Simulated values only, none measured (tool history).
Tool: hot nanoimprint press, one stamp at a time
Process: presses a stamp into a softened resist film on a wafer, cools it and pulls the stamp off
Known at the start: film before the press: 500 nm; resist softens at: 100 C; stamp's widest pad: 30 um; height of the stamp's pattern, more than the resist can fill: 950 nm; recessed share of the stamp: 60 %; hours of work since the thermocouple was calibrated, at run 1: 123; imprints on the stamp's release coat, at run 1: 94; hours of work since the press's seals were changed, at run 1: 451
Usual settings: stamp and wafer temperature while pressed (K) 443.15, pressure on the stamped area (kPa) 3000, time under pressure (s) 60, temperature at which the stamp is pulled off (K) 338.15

run,hour,stamp and wafer temperature while pressed (K),pressure on the stamped area (kPa),time under pressure (s),temperature at which the stamp is pulled off (K),hours of work since the thermocouple was calibrated,imprints on the stamp's release coat,hours of work since the press's seals were changed,resist left under the stamp's widest pad (Å),greatest force while the stamp is pulled off (N)
1,0,443.15,3000,60,338.15,123,94,451,2334,225
2,65,443.15,2220,60,338.15,152,242,480,2649,236
3,110.7,443.15,3000,60,338.15,173,346,500,2343,250
4,154.9,434.15,3000,60,338.15,192,447,520,3517,245
5,209.8,443.15,3000,60,338.15,217,573,544,2371,258
6,275.2,443.15,3000,60,338.15,246,722,573,2379,269
7,357.6,443.15,3000,60,338.15,283,910,610,2395,278
8,411.2,440.15,2830,92,333.15,306,1032,634,2508,306
9,459,440.15,2830,92,333.15,328,1142,655,2496,303
# hour 491.9: stamp cleaned and given a new release coat
10,503.4,437.15,1810,93,323.15,345,26,672,3368,268
11,580,437.15,1810,93,323.15,379,201,706,3421,282

Run 12 comes next. What will it give?
12,664.3,442.15,3000,44,341.15,416,393,744,?,?

resist left under the stamp's widest pad (Å): 2838
greatest force while the stamp is pulled off (N): 233
Without the tool's hidden state the same run would have given resist left under the stamp's widest pad (Å) 2668, greatest force while the stamp is pulled off (N) 206.
